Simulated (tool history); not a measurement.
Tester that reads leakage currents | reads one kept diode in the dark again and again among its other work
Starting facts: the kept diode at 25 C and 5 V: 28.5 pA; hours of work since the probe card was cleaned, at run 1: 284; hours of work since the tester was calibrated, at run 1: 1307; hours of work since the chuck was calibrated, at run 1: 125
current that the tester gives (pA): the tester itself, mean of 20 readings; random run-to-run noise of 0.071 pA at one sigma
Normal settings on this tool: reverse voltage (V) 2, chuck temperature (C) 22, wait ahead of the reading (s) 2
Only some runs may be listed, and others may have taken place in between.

run	hour	reverse voltage (V)	chuck temperature (C)	wait ahead of the reading (s)	hours of work since the probe card was cleaned	hours of work since the tester was calibrated	hours of work since the chuck was calibrated	current that the tester gives (pA)
1	0	2	22	2	284	1307	125	17.63
2	62.9	2	53	2	317	1340	158	185.51
3	147.4	2	23	2	362	1385	203	19.34
4	245.5	2	22	2	414	1437	255	17.97
5	309.6	2	22	2	448	1471	289	17.9
6	360.5	2	22	2	475	1498	316	18.2
7	434.7	2	22	2	514	1537	355	18.22
8	494.3	2	37	2	546	1569	387	59.3
9	598.5	2	37	2	601	1624	442	59.44
10	692.5	2	37	2	651	1674	492	59.54
11	743.9	2	37	2	678	1701	519	60.08
12	797.6	2	32	2	707	1730	548	41.04
13	854.9	2	22	2	737	1760	578	18.65
14	958.3	2	22	2	792	1815	633	18.8
15	1067.4	19.52	22	2	850	1873	691	44.93
16	1125.5	19.52	22	2	881	1904	722	45.11
17	1221.8	2	48	2	932	1955	773	137.05
18	1336.3	2	48	2	993	2015	833	136.89
19	1412	2	22	1.84	1033	2056	874	19.33
20	1491.3	2	30	1.84	1075	2098	916	36.36
21	1562.7	2	30	1.84	1113	2136	953	36.6
22	1657.2	2	30	1.84	1163	2186	1004	36.73
23	1748.9	6.3	37	1.84	1212	2234	1052	91.62
24	1850.7	2.93	23	3.13	1266	2288	1106	24.43
25	1950.7	2	42	1.3	1319	2341	1159	91.98

What will run 26 give?
26	2001.4	4.65	22	2	1345	2368	1186	?

Run 26 measured current that the tester gives (pA) 27.31.
Had the tool carried no hidden state, the very same run would have given current that the tester gives (pA) 22.13.
